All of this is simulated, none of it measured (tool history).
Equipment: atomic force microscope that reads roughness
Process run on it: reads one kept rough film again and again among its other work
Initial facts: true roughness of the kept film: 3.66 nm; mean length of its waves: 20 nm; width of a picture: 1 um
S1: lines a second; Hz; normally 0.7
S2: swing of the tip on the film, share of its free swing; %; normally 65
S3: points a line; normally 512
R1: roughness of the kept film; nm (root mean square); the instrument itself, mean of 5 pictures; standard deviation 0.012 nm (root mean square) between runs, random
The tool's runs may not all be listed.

run 1 hour=0 | S1=0.7 S2=65 S3=512 | R1=2.825
run 2 hour=33.7 | S1=0.7 S2=65 S3=512 | R1=2.826
run 3 hour=51.1 | S1=0.7 S2=65 S3=512 | R1=2.843
-- hour=63.5 new tip fitted
run 4 hour=73 | S1=0.7 S2=65 S3=512 | R1=2.805
run 5 hour=92.7 | S1=0.7 S2=68 S3=512 | R1=2.802
run 6 hour=129.8 | S1=0.7 S2=68 S3=512 | R1=2.825
run 7 hour=165.7 | S1=0.7 S2=71 S3=512 | R1=2.766
run 8 hour=193.3 | S1=0.7 S2=71 S3=512 | R1=2.77
-- hour=210.5 new tip fitted
run 9 hour=234.5 | S1=0.7 S2=71 S3=512 | R1=2.788
run 10 hour=274.5 | S1=0.7 S2=71 S3=512 | R1=2.791
run 11 hour=312.5 | S1=0.7 S2=55 S3=512 | R1=2.846
run 12 hour=351.3 | S1=0.7 S2=65 S3=512 | R1=2.812
-- hour=357.6 new tip fitted
run 13 hour=386.8 | S1=3.978 S2=65 S3=512 | R1=2.533
run 14 hour=420.8 | S1=3.978 S2=65 S3=512 | R1=2.531
run 15 hour=458 | S1=3.978 S2=65 S3=512 | R1=2.536
run 16 hour=499.6 | S1=3.978 S2=65 S3=512 | R1=2.538
-- hour=506.1 new tip fitted
run 17 hour=538 | S1=3.978 S2=65 S3=512 | R1=2.527
run 18 hour=561.9 | S1=3.978 S2=65 S3=512 | R1=2.531
run 19 hour=591.4 | S1=3.978 S2=65 S3=512 | R1=2.528
run 20 hour=616 | S1=3.978 S2=65 S3=512 | R1=2.516
run 21 hour=635.7 | S1=0.7 S2=65 S3=512 | R1=2.822
-- hour=653 new tip fitted
run 22 hour=666.7 | S1=0.7 S2=65 S3=512 | R1=2.83
run 23 hour=703 | S1=0.7 S2=65 S3=512 | R1=2.784
run 24 hour=728.6 | S1=0.7 S2=65 S3=512 | R1=2.799
run 25 hour=768.5 | S1=0.7 S2=65 S3=512 | R1=2.816
run 26 hour=787.4 | S1=0.703 S2=65 S3=512 | R1=2.819
-- hour=800.2 new tip fitted
run 27 hour=829.5 | S1=2.804 S2=65 S3=512 | R1=2.635
run 28 hour=849.3 | S1=2.804 S2=68 S3=661 | R1=2.588
run 29 hour=876.3 | S1=2.804 S2=68 S3=661 | R1=2.587
run 30 hour=909 | S1=2.804 S2=68 S3=661 | R1=2.584
run 31 hour=931.9 | S1=2.804 S2=68 S3=480 | R1=2.579
-- hour=946.9 new tip fitted
run 32 hour=954.6 | S1=2.804 S2=68 S3=480 | R1=2.584
run 33 hour=973 | S1=2.804 S2=68 S3=480 | R1=2.566
run 34 hour=997.6 | S1=2.804 S2=68 S3=480 | R1=2.588
run 35 hour=1023.3 | S1=0.7 S2=68 S3=367 | R1=2.77
run 36 hour=1060.1 | S1=1.488 S2=84 S3=512 | R1=2.503
run 37 hour=1085.4 | S1=0.63 S2=65 S3=840 | R1=2.834
-- hour=1093.2 new tip fitted
run 38 hour=1118.5 | S1=0.753 S2=57 S3=512 | R1=2.841
run 39 hour=1149.1 | S1=0.753 S2=66 S3=947 | R1=2.831
run 40 hour=1167.8 | S1=0.753 S2=66 S3=947 | R1=2.829
run 41 hour=1207.7 | S1=0.753 S2=66 S3=947 | R1=2.824
-- hour=1240.3 new tip fitted
run 42 hour=1243.1 | S1=0.753 S2=65 S3=412 | R1=2.805
run 43 hour=1282.7 | S1=0.716 S2=64 S3=512 | R1=2.845
run 44 hour=1323.6 | S1=3.727 S2=64 S3=871 | R1=2.58
run 45 hour=1345.2 | S1=3.727 S2=64 S3=871 | R1=2.598
run 46 hour=1384.3 | S1=0.7 S2=88 S3=512 | R1=2.643
-- hour=1387.1 new tip fitted
run 47 hour=1404 | S1=0.7 S2=88 S3=512 | R1=2.659
run 48 hour=1432.1 | S1=0.711 S2=70 S3=337 | R1=2.771
run 49 hour=1462.7 | S1=0.878 S2=65 S3=512 | R1=2.813
run 50 hour=1505.3 | S1=0.878 S2=65 S3=512 | R1=2.787
run 51 hour=1527.8 | S1=0.878 S2=65 S3=512 | R1=2.787
-- hour=1533.5 new tip fitted
run 52 hour=1570.4 | S1=2.391 S2=59 S3=983 | R1=2.764
run 53 hour=1611.9 | S1=2.391 S2=59 S3=983 | R1=2.739

Below, some changes in R1 between adjacent runs. For each, the amount present without the hidden state too (settings, incoming material, random variation) and the amount remaining for the hidden state with gauge scatter not shared by both compared results:
Hidden conditions of the tool in this case: radius of the tip, nm; height scale over the true one, %; drift of the gauge itself on roughness_nm, %.
Run 3 -> 4: new tip fitted. R1 -0.038 nm (root mean square): hidden state +0.012, all else -0.05.
Run 12 -> 13: S1 0.7 -> 3.978, new tip fitted. R1 -0.279 nm (root mean square): hidden state +0.01, all else -0.289.
Run 20 -> 21: S1 3.978 -> 0.7. R1 +0.306 nm (root mean square): hidden state -0.002, all else +0.308.
Run 21 -> 22: new tip fitted. R1 +0.008 nm (root mean square): hidden state +0.011, all else -0.003.
Run 36 -> 37: S1 1.488 -> 0.63, S2 84 -> 65, S3 512 -> 840. R1 +0.331 nm (root mean square): hidden state -0.003, all else +0.334.
Run 46 -> 47: new tip fitted. R1 +0.016 nm (root mean square): hidden state +0.012, all else +0.004.

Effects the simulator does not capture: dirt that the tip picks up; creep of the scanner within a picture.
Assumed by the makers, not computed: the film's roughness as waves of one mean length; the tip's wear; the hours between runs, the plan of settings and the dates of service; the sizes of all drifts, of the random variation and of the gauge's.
